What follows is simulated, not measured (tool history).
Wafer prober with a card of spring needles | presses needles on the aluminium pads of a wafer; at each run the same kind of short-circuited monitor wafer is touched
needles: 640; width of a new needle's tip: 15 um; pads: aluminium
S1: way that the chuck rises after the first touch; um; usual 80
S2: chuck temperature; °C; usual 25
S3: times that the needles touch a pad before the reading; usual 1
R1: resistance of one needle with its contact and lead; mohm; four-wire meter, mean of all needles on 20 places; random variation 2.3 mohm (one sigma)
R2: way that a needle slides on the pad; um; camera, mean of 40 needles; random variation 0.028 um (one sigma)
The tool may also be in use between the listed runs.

run   hour  S1   S2  S3   R1     R2
  1      0  80   25   1  265  19.43
  2   16.3  80   25   1  256  19.42
  3   30.4  80   25   1  257  19.42
  4   44.3  98   25   1  258  23.81
  5   62.5  98   25   1  257  23.76
  6   80.4  98   25   1  256  23.73
  7     98  98   25   1  260  23.78
  8  111.9  89   85   1  276  21.57
  9  128.8  89   26   3  256  21.63
 10  144.3  80   59   3  271  19.42
 11  162.4  80   44   1  272  19.45
 12    181  80   38   2  265  19.37
 13  191.2  90  117   2  285  21.81
 14  200.9  74   78   1  280  17.96

Taken out of this log: 7 entries between the listed runs. Where each belongs, and how the hidden state differs across it:
Between runs 1 and 2: tips cleaned on abrasive film (hour 13.3)
  debris on the tips, nm: 1.1 -> 0.4
Between runs 4 and 5: tips cleaned on abrasive film (hour 45.9)
  debris on the tips, nm: 1.5 -> 1; tips' diameter, um: 15.01 -> 15.02
Between runs 5 and 6: tips cleaned on abrasive film (hour 77.7)
  debris on the tips, nm: 1 -> 0.3; way that the needles fall short of the set height, um: 0.04 -> 0.05
Between runs 7 and 8: tips cleaned on abrasive film (hour 109.5)
  debris on the tips, nm: 1.2 -> 0.3
Between runs 8 and 9: height of the first contact set anew (hour 119.3)
  debris on the tips, nm: 0.3 -> 1.1; way that the needles fall short of the set height, um: 0.05 -> 0
Between runs 9 and 10: tips cleaned on abrasive film (hour 141.5)
  debris on the tips, nm: 1.1 -> 0.3
Between runs 11 and 12: tips cleaned on abrasive film (hour 174.3)
  debris on the tips, nm: 1.2 -> 0.6
